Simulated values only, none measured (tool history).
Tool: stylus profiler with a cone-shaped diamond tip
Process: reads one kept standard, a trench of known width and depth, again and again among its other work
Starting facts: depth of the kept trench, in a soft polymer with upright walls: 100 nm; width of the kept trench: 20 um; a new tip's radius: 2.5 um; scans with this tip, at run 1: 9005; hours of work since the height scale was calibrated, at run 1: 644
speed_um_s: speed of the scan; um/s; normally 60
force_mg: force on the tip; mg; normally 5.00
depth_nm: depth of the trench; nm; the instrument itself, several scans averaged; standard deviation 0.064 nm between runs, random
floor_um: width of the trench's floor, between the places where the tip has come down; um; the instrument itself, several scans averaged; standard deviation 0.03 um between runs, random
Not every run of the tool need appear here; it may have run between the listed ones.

run	hour	speed_um_s	force_mg	scans with this tip	hours of work since the height scale was calibrated	depth_nm	floor_um
1	0.0	60	5.00	9005	644	102.26	18.47
2	14.8	60	5.00	9117	652	102.16	18.40
3	41.4	60	5.00	9318	666	102.02	18.47
4	60.8	60	5.00	9464	677	102.27	18.42
5	76.6	60	5.00	9585	685	102.11	18.45
6	97.2	60	5.00	9740	697	102.20	18.45
7	114.0	60	5.00	9867	706	102.22	18.46
8	136.9	60	5.00	10040	718	102.19	18.42
9	160.7	60	5.00	10220	731	102.15	18.47
10	190.2	26	5.00	10444	747	102.21	18.52
11	203.4	26	5.00	10544	754	102.18	18.54
12	225.8	60	12.03	10713	766	103.89	18.46
13	241.5	60	12.03	10832	775	103.91	18.48
14	259.7	60	12.03	10970	785	103.98	18.49
15	273.4	60	12.03	11074	792	103.87	18.56
16	293.7	60	5.00	11227	803	102.18	18.48
17	308.3	60	5.00	11338	811	102.30	18.39
18	332.2	60	5.00	11519	824	102.26	18.40

Run 19 has not been measured yet. What should we expect?
19	349.8	114	3.23	11652	833	?	?

Run 19 measured depth_nm 101.55 nm, floor_um 18.28 um.
With no hidden state in the tool, this same run would have given depth_nm 101.54 nm, floor_um 18.29 um.
